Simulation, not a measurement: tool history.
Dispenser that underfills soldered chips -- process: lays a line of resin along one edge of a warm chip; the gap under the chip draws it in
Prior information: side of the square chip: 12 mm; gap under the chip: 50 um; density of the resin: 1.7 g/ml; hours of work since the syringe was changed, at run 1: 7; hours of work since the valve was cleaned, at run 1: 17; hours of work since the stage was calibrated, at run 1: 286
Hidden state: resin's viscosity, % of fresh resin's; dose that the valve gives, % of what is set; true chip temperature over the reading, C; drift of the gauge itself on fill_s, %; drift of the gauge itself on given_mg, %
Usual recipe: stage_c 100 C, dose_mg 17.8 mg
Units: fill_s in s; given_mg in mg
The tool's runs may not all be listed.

run	day	stage_c	dose_mg	hours of work since the syringe was changed	hours of work since the valve was cleaned	hours of work since the stage was calibrated	fill_s	given_mg
1	0	100	17.8	7	17	286	128.1	17.68
# day 0.088: new syringe of resin
2	0.396	100	19.3	6	24	294	116	19.07
# day 0.562: new syringe of resin
3	0.9	100	17.1	6	33	303	122.8	16.78
# day 1.008: new syringe of resin
# day 1.45: new syringe of resin
4	1.45	100	17.1	0	43	313	76.2	16.79
# day 1.925: new syringe of resin
5	2.062	100	17.1	3	55	324	94.4	16.74
# day 2.358: new syringe of resin
6	2.721	100	17.8	7	67	336	130.3	17.28
# day 2.796: new syringe of resin
7	3.079	100	17.8	5	73	343	114.9	17.18
# day 3.238: new syringe of resin
# day 3.7: new syringe of resin
8	3.746	100	17.8	1	85	355	84.1	16.97
# day 4.179: new syringe of resin
9	4.379	100	17.8	4	97	366	102.5	17.2
# day 4.633: new syringe of resin
10	4.688	100	17.8	1	102	372	83.9	16.91
# day 5.075: new syringe of resin
11	5.183	100	17.8	2	111	381	89.4	16.94
12	5.446	103	17.8	7	116	386	117.4	16.86
# day 5.508: new syringe of resin
13	5.775	103	17.8	5	122	392	102.1	16.8
# day 5.967: new syringe of resin
# day 6.133: dispensing valve cleaned and set on the balance
14	6.138	103	17.8	2	0	397	83.4	17.79
# day 6.475: new syringe of resin
15	6.704	103	17.8	4	10	408	96.3	17.65
# day 6.912: new syringe of resin
16	7.071	103	17.8	3	17	415	90.1	17.57
# day 7.342: new syringe of resin
17	7.383	100	17.8	1	23	420	82.2	17.5
# day 7.775: new syringe of resin
18	8.017	100	17.8	4	34	432	107.9	17.42
# day 8.204: new syringe of resin
19	8.379	108	16.1	3	41	438	74.1	15.79
# day 8.662: new syringe of resin
20	8.996	106	21.8	6	52	450	97.6	21.07
# day 9.125: new syringe of resin
21	9.3	110	16.3	3	58	455	72.3	15.91
# day 9.6: new syringe of resin
22	9.721	115	19.9	2	66	463	55.7	19.07
# day 10.029: new syringe of resin
23	10.204	97	22.7	3	74	472	110.5	22
# day 10.479: new syringe of resin
24	10.704	97	22.7	4	83	481	120	21.88
# day 10.929: new syringe of resin
25	10.988	97	22.7	1	89	486	94.3	21.44
# day 11.362: new syringe of resin
26	11.362	97	19.2	0	95	493	87.7	18.32
27	11.758	88	16.7	7	103	500	224.8	15.72
# day 11.825: new syringe of resin
# day 12.283: new syringe of resin
28	12.333	100	15.2	1	113	511	92.8	14.35

What does the tool deliver on the next run?
# day 12.746: new syringe of resin
29	12.8	86	17.6	1	122	519	?	?

fill_s: 149.3 s
given_mg: 16.47 mg
Without the tool's hidden state the same run would have given fill_s 119.6 s, given_mg 17.62 mg.
